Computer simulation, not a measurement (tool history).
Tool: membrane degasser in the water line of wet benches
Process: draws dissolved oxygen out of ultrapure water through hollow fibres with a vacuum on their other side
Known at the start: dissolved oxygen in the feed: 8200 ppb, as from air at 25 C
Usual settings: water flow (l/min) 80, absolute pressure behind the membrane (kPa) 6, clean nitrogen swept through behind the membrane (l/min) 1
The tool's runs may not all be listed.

run	hour	water flow (l/min)	absolute pressure behind the membrane (kPa)	clean nitrogen swept through behind the membrane (l/min)	dissolved oxygen in the water behind the degasser (ppb)	pressure that the water loses in the fibres (kPa)
1	0	80	6	1	451	61.94
2	79.5	80	6	1	452.5	62.17
3	182.4	80	6	0.82	504.2	61.8
4	308.6	80	6	1	454	62.37
5	382.8	80	6	1	441.9	61.59
6	486.6	80	6	1.75	327.3	62
7	596	80	6	1.75	330.9	62.45
8	666.4	80	4.06	1	203.6	62.78
9	779.8	80	6	1	456.3	62.56
10	878.2	80	6	1	447.5	62.31
11	946.3	80	6	1	443.7	62.56
12	1059.6	80	6	1	441.6	62.48
13	1195.1	80	6	1	446.2	62.7
14	1308	80	6	1	448.9	62.51
15	1409.1	80	6	1	453	62.15
# hour 1479.5: vacuum gauge calibrated
16	1532	80	6	1	446.8	63.1

Forecast run 17:
17	1625.3	48	6	1.79	?	?

{"run 17": {"dissolved oxygen in the water behind the degasser (ppb)": 171.4, "pressure that the water loses in the fibres (kPa)": 37.65}}
Without the tool's hidden state the same run would have given dissolved oxygen in the water behind the degasser (ppb) 171.4, pressure that the water loses in the fibres (kPa) 37.2.
